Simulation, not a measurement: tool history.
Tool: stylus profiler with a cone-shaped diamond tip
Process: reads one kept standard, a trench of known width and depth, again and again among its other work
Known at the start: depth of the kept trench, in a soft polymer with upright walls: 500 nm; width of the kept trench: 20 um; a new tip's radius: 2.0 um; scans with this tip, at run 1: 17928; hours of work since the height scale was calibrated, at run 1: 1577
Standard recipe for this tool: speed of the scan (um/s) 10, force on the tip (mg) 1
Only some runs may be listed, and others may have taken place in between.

run	hour	speed of the scan (um/s)	force on the tip (mg)	scans with this tip	hours of work since the height scale was calibrated	depth of the trench (nm)	width of the trench's floor (µm)
1	0	10	1	17928	1577	502.05	15.87
2	54.1	28	1	18327	1612	502.05	15.66
3	125.3	28	1	18852	1658	501.69	15.58
4	193.5	10	1.01	19355	1702	502.1	15.78
5	265.6	10	0.4	19887	1749	499.92	15.7
6	334	10	2.28	20392	1794	505.07	15.73
7	423.9	4	0.55	21056	1852	500.39	15.68
8	487.5	4	0.55	21525	1893	500.23	15.68
9	567	4	0.55	22112	1945	500.23	15.67
10	619.3	2	0.74	22497	1979	500.81	15.65

Estimate the outcome of run 11 from the log above:
11	671	25	1	22879	2012	?	?

depth of the trench (nm): 501.7
width of the trench's floor (µm): 15.4
Without the tool's hidden state the same run would have given depth of the trench (nm) 504.53, width of the trench's floor (µm) 17.09.

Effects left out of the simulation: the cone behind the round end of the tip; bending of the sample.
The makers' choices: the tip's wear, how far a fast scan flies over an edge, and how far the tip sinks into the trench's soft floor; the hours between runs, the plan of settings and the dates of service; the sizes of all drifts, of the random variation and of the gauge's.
